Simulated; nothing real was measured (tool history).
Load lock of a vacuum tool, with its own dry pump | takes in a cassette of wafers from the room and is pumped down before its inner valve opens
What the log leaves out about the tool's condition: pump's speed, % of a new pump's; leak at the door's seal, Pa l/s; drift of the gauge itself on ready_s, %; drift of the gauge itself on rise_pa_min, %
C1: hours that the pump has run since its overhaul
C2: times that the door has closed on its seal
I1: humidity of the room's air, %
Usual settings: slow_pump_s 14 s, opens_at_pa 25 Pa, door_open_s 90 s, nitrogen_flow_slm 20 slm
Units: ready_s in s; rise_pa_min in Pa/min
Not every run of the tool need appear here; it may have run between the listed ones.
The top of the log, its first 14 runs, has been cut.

Run 15, hour 2996.6: usual settings but slow_pump_s 8 s; C1 8202; C2 9363; I1 47. Result: ready_s 30.7 s, rise_pa_min 0.091 Pa/min.
Run 16, hour 3148.6: usual settings but slow_pump_s 8 s, nitrogen_flow_slm 17 slm; C1 8354; C2 9815; I1 46.3. Result: ready_s 31.1 s, rise_pa_min 0.099 Pa/min.
Run 17, hour 3357.2: usual settings but slow_pump_s 8 s, nitrogen_flow_slm 17 slm; C1 8563; C2 10435; I1 48.6. Result: ready_s 30.9 s, rise_pa_min 0.101 Pa/min.
Run 18, hour 3602.6: usual settings but nitrogen_flow_slm 35 slm; C1 8808; C2 11164; I1 44.8. Result: ready_s 35.7 s, rise_pa_min 0.068 Pa/min.
Run 19, hour 3946.8: usual settings but opens_at_pa 34 Pa, nitrogen_flow_slm 35 slm; C1 9152; C2 12188; I1 40. Result: ready_s 33.5 s, rise_pa_min 0.064 Pa/min.
Run 20, hour 4108.1: usual settings but opens_at_pa 50 Pa, nitrogen_flow_slm 4 slm; C1 9314; C2 12667; I1 45. Result: ready_s 32.8 s, rise_pa_min 0.121 Pa/min.
Run 21, hour 4420.3: usual settings but opens_at_pa 50 Pa, nitrogen_flow_slm 4 slm; C1 9626; C2 13595; I1 49. Result: ready_s 32.9 s, rise_pa_min 0.131 Pa/min.
Run 22, hour 4675.4: usual settings but opens_at_pa 50 Pa, nitrogen_flow_slm 4 slm; C1 9881; C2 14353; I1 41.1. Result: ready_s 33.5 s, rise_pa_min 0.107 Pa/min.
Run 23, hour 4825.3: usual settings but opens_at_pa 50 Pa, nitrogen_flow_slm 4 slm; C1 10031; C2 14799; I1 44.4. Result: ready_s 32.7 s, rise_pa_min 0.116 Pa/min.
Run 24, hour 5181.4: usual settings but opens_at_pa 50 Pa, nitrogen_flow_slm 4 slm; C1 10387; C2 15857; I1 44.1. Result: ready_s 33.5 s, rise_pa_min 0.119 Pa/min.
Run 25, hour 5351.7: usual settings but slow_pump_s 20 s, opens_at_pa 23 Pa, door_open_s 172 s, nitrogen_flow_slm 5 slm; C1 10557; C2 16364; I1 44.2. Result: ready_s 40.7 s, rise_pa_min 0.153 Pa/min.
Run 26, hour 5567.4: usual settings but slow_pump_s 7 s, opens_at_pa 19 Pa, door_open_s 172 s, nitrogen_flow_slm 5 slm; C1 10773; C2 17005; I1 48.1. Result: ready_s 30.4 s, rise_pa_min 0.166 Pa/min.
Run 27, hour 5769.7: usual settings but slow_pump_s 27 s, door_open_s 138 s; C1 10975; C2 17606; I1 44.5. Result: ready_s 44.5 s, rise_pa_min 0.108 Pa/min.
Run 28, hour 5930.2: usual settings but slow_pump_s 12 s, opens_at_pa 31 Pa, door_open_s 42 s, nitrogen_flow_slm 8 slm; C1 11136; C2 18083; I1 44.1. Result: ready_s 33.1 s, rise_pa_min 0.081 Pa/min.
Run 29, hour 6287.8: usual settings but slow_pump_s 12 s, opens_at_pa 31 Pa, door_open_s 42 s, nitrogen_flow_slm 8 slm; C1 11493; C2 19146; I1 43.5. Result: ready_s 33.2 s, rise_pa_min 0.081 Pa/min.
Run 30, hour 6540.2: usual settings but slow_pump_s 18 s, opens_at_pa 38 Pa; C1 11746; C2 19897; I1 47.2. Result: ready_s 37.1 s, rise_pa_min 0.098 Pa/min.
Run 31, hour 6798.7: usual settings but slow_pump_s 9 s, door_open_s 51 s; C1 12004; C2 20665; I1 46.3. Result: ready_s 32.2 s, rise_pa_min 0.073 Pa/min.
Run 32, hour 7094.2: usual settings but slow_pump_s 27 s, opens_at_pa 37 Pa, nitrogen_flow_slm 19 slm; C1 12300; C2 21544; I1 43.5. Result: ready_s 43.2 s, rise_pa_min 0.09 Pa/min.
At hour 7255.1: door's seal changed, seat wiped.
Run 33, hour 7318.2: usual settings but slow_pump_s 12 s, opens_at_pa 36 Pa, door_open_s 216 s, nitrogen_flow_slm 30 slm; C1 12522; C2 188; I1 43.3. Result: ready_s 32 s, rise_pa_min 0.11 Pa/min.
Run 34, hour 7655.3: usual settings but slow_pump_s 17 s, opens_at_pa 42 Pa, door_open_s 83 s, nitrogen_flow_slm 6 slm; C1 12859; C2 1190; I1 43.5. Result: ready_s 35.5 s, rise_pa_min 0.103 Pa/min.
Run 35, hour 7873.7: usual settings but slow_pump_s 10 s, opens_at_pa 39 Pa, nitrogen_flow_slm 5 slm; C1 13078; C2 1839; I1 43.4. Result: ready_s 30.7 s, rise_pa_min 0.107 Pa/min.
Run 36, hour 8018.9: usual settings but slow_pump_s 22 s, opens_at_pa 50 Pa, nitrogen_flow_slm 4 slm; C1 13223; C2 2271; I1 45.2. Result: ready_s 38.5 s, rise_pa_min 0.116 Pa/min.
Run 37, hour 8325.4: usual settings but slow_pump_s 22 s, opens_at_pa 50 Pa, nitrogen_flow_slm 4 slm; C1 13529; C2 3182; I1 43.4. Result: ready_s 39.2 s, rise_pa_min 0.112 Pa/min.

4 options for the next run, each taken on its own from the tool as it stands now. Forecast them:
Run A, hour 8495.6: usual settings but opens_at_pa 23 Pa, nitrogen_flow_slm 4 slm; C1 13700; C2 3688; I1 47.2. Result: ready_s ?, rise_pa_min ?.
Run B, hour 8495.6: usual settings but slow_pump_s 12 s, opens_at_pa 50 Pa, nitrogen_flow_slm 12 slm; C1 13700; C2 3688; I1 49.2. Result: ready_s ?, rise_pa_min ?.
Run C, hour 8495.6: usual settings but slow_pump_s 22 s, opens_at_pa 50 Pa, door_open_s 125 s, nitrogen_flow_slm 19 slm; C1 13700; C2 3688; I1 44.7. Result: ready_s ?, rise_pa_min ?.
Run D, hour 8495.6: usual settings but slow_pump_s 16 s, opens_at_pa 50 Pa, nitrogen_flow_slm 4 slm; C1 13700; C2 3688; I1 43.8. Result: ready_s ?, rise_pa_min ?.

run  ready_s  rise_pa_min
  A     35.4        0.117
  B     31.6        0.108
  C     39.3        0.103
  D       35        0.117
Without the tool's unlogged condition, the same runs would have read:
run  ready_s  rise_pa_min
  A     35.3        0.117
  B     31.5        0.108
  C     39.2        0.103
  D       35        0.116

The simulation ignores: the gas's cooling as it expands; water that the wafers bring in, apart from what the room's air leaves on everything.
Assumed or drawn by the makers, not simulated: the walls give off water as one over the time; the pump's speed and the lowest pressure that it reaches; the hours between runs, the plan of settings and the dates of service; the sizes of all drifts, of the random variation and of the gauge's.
